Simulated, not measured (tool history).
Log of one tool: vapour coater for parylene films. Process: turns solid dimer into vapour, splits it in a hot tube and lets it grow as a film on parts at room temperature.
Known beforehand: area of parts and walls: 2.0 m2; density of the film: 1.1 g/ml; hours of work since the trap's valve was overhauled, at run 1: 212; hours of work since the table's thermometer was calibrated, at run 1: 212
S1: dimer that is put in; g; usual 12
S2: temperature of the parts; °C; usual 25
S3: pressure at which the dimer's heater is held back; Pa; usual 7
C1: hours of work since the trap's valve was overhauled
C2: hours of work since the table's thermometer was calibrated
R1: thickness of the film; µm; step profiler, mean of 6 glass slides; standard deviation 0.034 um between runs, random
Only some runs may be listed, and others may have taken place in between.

{"run": 1, "hour": 0.0, "S1": 12, "S2": 25, "S3": 7, "C1": 212, "C2": 212, "R1": 3.25}
{"run": 2, "hour": 70.1, "S1": 12, "S2": 25, "S3": 4.05, "C1": 247, "C2": 247, "R1": 3.56}
{"run": 3, "hour": 118.4, "S1": 12, "S2": 25, "S3": 4.05, "C1": 272, "C2": 272, "R1": 3.52}
{"run": 4, "hour": 166.4, "S1": 12, "S2": 36, "S3": 7, "C1": 297, "C2": 297, "R1": 2.62}
{"run": 5, "hour": 204.6, "S1": 12, "S2": 36, "S3": 7, "C1": 316, "C2": 316, "R1": 2.55}
{"run": 6, "hour": 280.2, "S1": 12, "S2": 36, "S3": 7, "C1": 355, "C2": 355, "R1": 2.54}
{"run": 7, "hour": 327.2, "S1": 12, "S2": 20, "S3": 7, "C1": 379, "C2": 379, "R1": 3.36}
{"run": 8, "hour": 371.2, "S1": 12, "S2": 20, "S3": 7, "C1": 401, "C2": 401, "R1": 3.34}
{"run": 9, "hour": 408.9, "S1": 12, "S2": 36, "S3": 7, "C1": 421, "C2": 421, "R1": 2.53}
{"run": 10, "hour": 466.6, "S1": 12, "S2": 36, "S3": 7, "C1": 450, "C2": 450, "R1": 2.53}
{"run": 11, "hour": 514.9, "S1": 12, "S2": 25, "S3": 4.29, "C1": 475, "C2": 475, "R1": 3.27}
{"run": 12, "hour": 589.0, "S1": 12, "S2": 20, "S3": 7, "C1": 513, "C2": 513, "R1": 3.28}
{"hour": 603.7, "done": "trap's valve overhauled"}
{"run": 13, "hour": 640.9, "S1": 12, "S2": 19, "S3": 7, "C1": 19, "C2": 537, "R1": 3.18}
{"run": 14, "hour": 704.9, "S1": 12, "S2": 25, "S3": 7, "C1": 52, "C2": 570, "R1": 2.8}
{"run": 15, "hour": 768.7, "S1": 20, "S2": 25, "S3": 7, "C1": 84, "C2": 602, "R1": 4.62}
{"run": 16, "hour": 802.2, "S1": 20, "S2": 25, "S3": 7, "C1": 101, "C2": 619, "R1": 4.6}
{"run": 17, "hour": 857.3, "S1": 7, "S2": 25, "S3": 7, "C1": 130, "C2": 648, "R1": 1.58}
{"run": 18, "hour": 897.8, "S1": 7, "S2": 25, "S3": 7, "C1": 150, "C2": 668, "R1": 1.54}
{"hour": 953.8, "done": "trap's valve overhauled, once more"}
{"run": 19, "hour": 957.8, "S1": 12, "S2": 34, "S3": 7.86, "C1": 2, "C2": 697, "R1": 2.91}
{"run": 20, "hour": 1032.7, "S1": 17, "S2": 31, "S3": 7, "C1": 40, "C2": 735, "R1": 4.25}
{"run": 21, "hour": 1104.5, "S1": 17, "S2": 31, "S3": 7, "C1": 77, "C2": 772, "R1": 4.22}
{"run": 22, "hour": 1157.3, "S1": 12, "S2": 22, "S3": 7, "C1": 104, "C2": 799, "R1": 3.52}
{"run": 23, "hour": 1219.4, "S1": 12, "S2": 20, "S3": 3.23, "C1": 136, "C2": 831, "R1": 4.03}
{"run": 24, "hour": 1295.8, "S1": 16, "S2": 25, "S3": 7, "C1": 175, "C2": 870, "R1": 4.41}
{"run": 25, "hour": 1352.8, "S1": 13, "S2": 23, "S3": 6.63, "C1": 204, "C2": 899, "R1": 3.73}
{"run": 26, "hour": 1388.7, "S1": 13, "S2": 36, "S3": 6.63, "C1": 222, "C2": 917, "R1": 2.98}
{"run": 27, "hour": 1432.4, "S1": 16, "S2": 17, "S3": 6.63, "C1": 245, "C2": 939, "R1": 4.95}
{"run": 28, "hour": 1499.5, "S1": 6, "S2": 19, "S3": 7.49, "C1": 279, "C2": 974, "R1": 1.72}
{"run": 29, "hour": 1562.2, "S1": 12, "S2": 28, "S3": 6.52, "C1": 311, "C2": 1006, "R1": 3.07}
{"run": 30, "hour": 1598.1, "S1": 12, "S2": 25, "S3": 7, "C1": 329, "C2": 1024, "R1": 3.16}
{"run": 31, "hour": 1638.3, "S1": 10, "S2": 21, "S3": 7, "C1": 350, "C2": 1045, "R1": 2.76}
{"run": 32, "hour": 1686.9, "S1": 12, "S2": 31, "S3": 4.51, "C1": 375, "C2": 1069, "R1": 3}
{"run": 33, "hour": 1722.7, "S1": 12, "S2": 31, "S3": 2.04, "C1": 393, "C2": 1088, "R1": 3.37}
{"run": 34, "hour": 1794.1, "S1": 15, "S2": 27, "S3": 2.04, "C1": 429, "C2": 1124, "R1": 4.49}
{"run": 35, "hour": 1827.8, "S1": 12, "S2": 36, "S3": 2.3, "C1": 447, "C2": 1141, "R1": 3.01}
{"run": 36, "hour": 1892.8, "S1": 7, "S2": 25, "S3": 11.94, "C1": 480, "C2": 1175, "R1": 1.62}

Hidden state at the last listed run before each entry between runs and at the first one after, where it differs:
From run 12 to run 13: trap's valve overhauled (hour 603.7)
  vapour lost through the trap's worn valve, %: 12.8 -> 17.7; true temperature of the parts over the reading, C: 0.22 -> 0.23
  difference, measured minus the result without the unlogged condition, R1: -0.49 -> -0.69 µm
From run 18 to run 19: trap's valve overhauled, once more (hour 953.8)
  vapour lost through the trap's worn valve, %: 20.9 -> 0.5; true temperature of the parts over the reading, C: 0.28 -> 0.29
  difference, measured minus the result without the unlogged condition, R1: -0.42 -> -0.03 µm
